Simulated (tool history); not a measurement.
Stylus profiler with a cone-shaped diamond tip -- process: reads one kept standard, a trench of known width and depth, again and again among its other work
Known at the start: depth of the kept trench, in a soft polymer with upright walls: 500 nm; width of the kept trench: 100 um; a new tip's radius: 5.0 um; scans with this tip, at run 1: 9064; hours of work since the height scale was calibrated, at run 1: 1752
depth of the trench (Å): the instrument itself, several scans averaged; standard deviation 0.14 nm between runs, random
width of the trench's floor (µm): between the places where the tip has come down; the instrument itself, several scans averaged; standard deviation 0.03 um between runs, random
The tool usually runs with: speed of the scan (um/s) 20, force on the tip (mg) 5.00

run,day,speed of the scan (um/s),force on the tip (mg),scans with this tip,hours of work since the height scale was calibrated,depth of the trench (Å),width of the trench's floor (µm)
1,0.000,20,5.00,9064,1752,5097.0,94.49
2,3.133,20,5.00,9299,1797,5101.0,94.46
3,5.542,20,5.00,9479,1832,5100.2,94.44
4,7.796,20,5.00,9647,1864,5104.7,94.46
5,10.354,20,5.00,9839,1901,5103.0,94.42
6,12.212,20,6.48,9977,1928,5116.4,94.45
7,14.842,20,5.00,10174,1966,5105.4,94.44
8,16.942,20,5.00,10331,1996,5104.6,94.38
9,18.312,20,5.00,10433,2016,5105.9,94.37
10,19.954,20,5.00,10556,2040,5105.9,94.40
11,22.738,59,5.00,10764,2080,5109.3,94.35
12,25.062,59,5.00,10938,2114,5106.2,94.28
13,27.683,59,5.00,11134,2152,5108.8,94.24
# day 28.933: height scale calibrated on a step standard
14,29.275,20,5.14,11251,5,5054.2,94.28
15,31.458,20,11.56,11415,36,5089.8,94.32
16,33.217,20,5.00,11546,62,5054.6,94.29
17,35.471,20,5.00,11715,94,5056.4,94.21
18,37.038,20,5.00,11832,117,5057.8,94.25
19,38.846,7,5.00,11967,143,5055.6,94.27
20,41.479,20,9.07,12164,181,5082.0,94.17
21,43.017,20,9.07,12279,203,5081.3,94.26
22,45.512,7,5.76,12465,240,5067.0,94.23
23,47.858,20,5.97,12641,273,5069.7,94.15
24,50.229,15,3.45,12818,308,5050.3,94.12
25,51.650,7,2.72,12924,328,5041.4,94.17
26,53.267,26,14.63,13045,352,5116.6,94.12
27,55.467,11,3.92,13210,383,5055.1,94.08
28,56.967,11,3.92,13322,405,5057.2,94.12
29,59.708,38,13.40,13527,445,5114.8,94.05
30,62.388,20,1.67,13727,483,5039.7,94.03
31,63.821,20,1.67,13834,504,5037.8,94.06
32,66.404,16,4.78,14027,541,5064.3,94.04
33,68.812,16,4.78,14207,576,5065.8,94.03
34,71.471,14,2.06,14406,615,5046.5,93.99
35,74.050,40,5.00,14599,652,5070.7,93.94
36,75.538,11,3.97,14710,673,5062.9,93.98
37,78.483,10,1.68,14930,716,5042.1,93.96
38,80.071,10,1.68,15049,739,5045.9,93.96
39,82.096,6,7.54,15200,768,5088.4,93.94
40,85.188,24,2.35,15431,813,5056.6,93.84
41,87.579,7,1.82,15610,847,5051.1,93.87

Here are 5 independent what-if runs from the current tool condition. What would each one return?
A,90.496,19,3.18,15828,889,?,?
B,90.496,15,1.71,15828,889,?,?
C,90.496,58,9.75,15828,889,?,?
D,90.496,55,5.00,15828,889,?,?
E,90.496,67,1.77,15828,889,?,?

run,depth of the trench (Å),width of the trench's floor (µm)
A,5061.7,93.80
B,5050.0,93.90
C,5103.7,93.89
D,5077.5,93.81
E,5049.9,93.72
Without the tool's hidden state the same runs would have given:
run,depth of the trench (Å),width of the trench's floor (µm)
A,5037.5,95.55
B,5025.8,95.65
C,5079.3,95.64
D,5053.2,95.55
E,5025.7,95.46
